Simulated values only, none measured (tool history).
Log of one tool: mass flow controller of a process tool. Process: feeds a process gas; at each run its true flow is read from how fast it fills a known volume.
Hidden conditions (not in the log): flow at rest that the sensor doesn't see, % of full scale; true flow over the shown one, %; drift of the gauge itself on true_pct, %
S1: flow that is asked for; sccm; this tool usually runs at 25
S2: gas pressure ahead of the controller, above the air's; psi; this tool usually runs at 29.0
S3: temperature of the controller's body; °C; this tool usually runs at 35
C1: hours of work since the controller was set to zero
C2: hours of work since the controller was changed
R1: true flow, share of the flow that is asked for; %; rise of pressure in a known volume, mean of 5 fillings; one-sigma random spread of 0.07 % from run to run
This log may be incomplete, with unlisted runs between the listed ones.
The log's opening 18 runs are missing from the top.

{"run": 19, "hour": 1854.5, "S1": 23, "S2": 29.0, "S3": 35, "C1": 2660, "C2": 2660, "R1": 97.83}
{"run": 20, "hour": 1970.3, "S1": 23, "S2": 29.0, "S3": 35, "C1": 2743, "C2": 2743, "R1": 97.83}
{"run": 21, "hour": 2042.7, "S1": 25, "S2": 29.0, "S3": 35, "C1": 2795, "C2": 2795, "R1": 97.84}
{"run": 22, "hour": 2147.4, "S1": 25, "S2": 29.0, "S3": 35, "C1": 2870, "C2": 2870, "R1": 97.67}
{"run": 23, "hour": 2286.4, "S1": 32, "S2": 22.0, "S3": 38, "C1": 2969, "C2": 2969, "R1": 96.95}
{"run": 24, "hour": 2413.6, "S1": 12, "S2": 37.9, "S3": 35, "C1": 3060, "C2": 3060, "R1": 98.97}
{"run": 25, "hour": 2518.5, "S1": 15, "S2": 37.9, "S3": 26, "C1": 3135, "C2": 3135, "R1": 98.99}
{"run": 26, "hour": 2581.3, "S1": 9, "S2": 29.0, "S3": 37, "C1": 3180, "C2": 3180, "R1": 98.89}
{"run": 27, "hour": 2688.7, "S1": 9, "S2": 29.0, "S3": 37, "C1": 3257, "C2": 3257, "R1": 98.91}
{"run": 28, "hour": 2802.6, "S1": 29, "S2": 29.0, "S3": 25, "C1": 3338, "C2": 3338, "R1": 97.9}
{"run": 29, "hour": 2874.2, "S1": 29, "S2": 29.0, "S3": 25, "C1": 3389, "C2": 3389, "R1": 97.85}
{"run": 30, "hour": 3016.8, "S1": 29, "S2": 29.0, "S3": 25, "C1": 3492, "C2": 3492, "R1": 97.81}
{"run": 31, "hour": 3130.0, "S1": 29, "S2": 29.0, "S3": 25, "C1": 3572, "C2": 3572, "R1": 97.76}
{"run": 32, "hour": 3207.7, "S1": 14, "S2": 29.0, "S3": 21, "C1": 3628, "C2": 3628, "R1": 98.78}
{"run": 33, "hour": 3295.3, "S1": 13, "S2": 29.0, "S3": 25, "C1": 3691, "C2": 3691, "R1": 98.63}
{"run": 34, "hour": 3411.6, "S1": 25, "S2": 29.0, "S3": 39, "C1": 3774, "C2": 3774, "R1": 97.04}
{"run": 35, "hour": 3541.8, "S1": 25, "S2": 36.3, "S3": 34, "C1": 3867, "C2": 3867, "R1": 97.62}
{"run": 36, "hour": 3682.3, "S1": 25, "S2": 36.3, "S3": 34, "C1": 3968, "C2": 3968, "R1": 97.56}
{"run": 37, "hour": 3819.2, "S1": 18, "S2": 33.4, "S3": 37, "C1": 4066, "C2": 4066, "R1": 97.57}
{"run": 38, "hour": 3891.8, "S1": 25, "S2": 21.2, "S3": 35, "C1": 4117, "C2": 4117, "R1": 96.57}
{"run": 39, "hour": 4003.8, "S1": 25, "S2": 21.2, "S3": 35, "C1": 4198, "C2": 4198, "R1": 96.5}
{"run": 40, "hour": 4142.2, "S1": 25, "S2": 21.9, "S3": 35, "C1": 4297, "C2": 4297, "R1": 96.8}
{"run": 41, "hour": 4275.9, "S1": 25, "S2": 21.9, "S3": 35, "C1": 4392, "C2": 4392, "R1": 96.6}

Each row is a separate what-if for the run after 41, all from the same tool condition, not one after another. Results?
{"run": "A", "hour": 4417.2, "S1": 20, "S2": 29.0, "S3": 26, "C1": 4493, "C2": 4493, "R1": "?"}
{"run": "B", "hour": 4417.2, "S1": 12, "S2": 29.9, "S3": 37, "C1": 4493, "C2": 4493, "R1": "?"}
{"run": "C", "hour": 4417.2, "S1": 32, "S2": 22.6, "S3": 21, "C1": 4493, "C2": 4493, "R1": "?"}
{"run": "D", "hour": 4417.2, "S1": 25, "S2": 39.5, "S3": 27, "C1": 4493, "C2": 4493, "R1": "?"}

run=A R1=97.71
run=B R1=98.12
run=C R1=97.14
run=D R1=98.02
What these runs would have given with no unlogged condition in the tool:
run=A R1=99.70
run=B R1=99.07
run=C R1=99.72
run=D R1=100.32
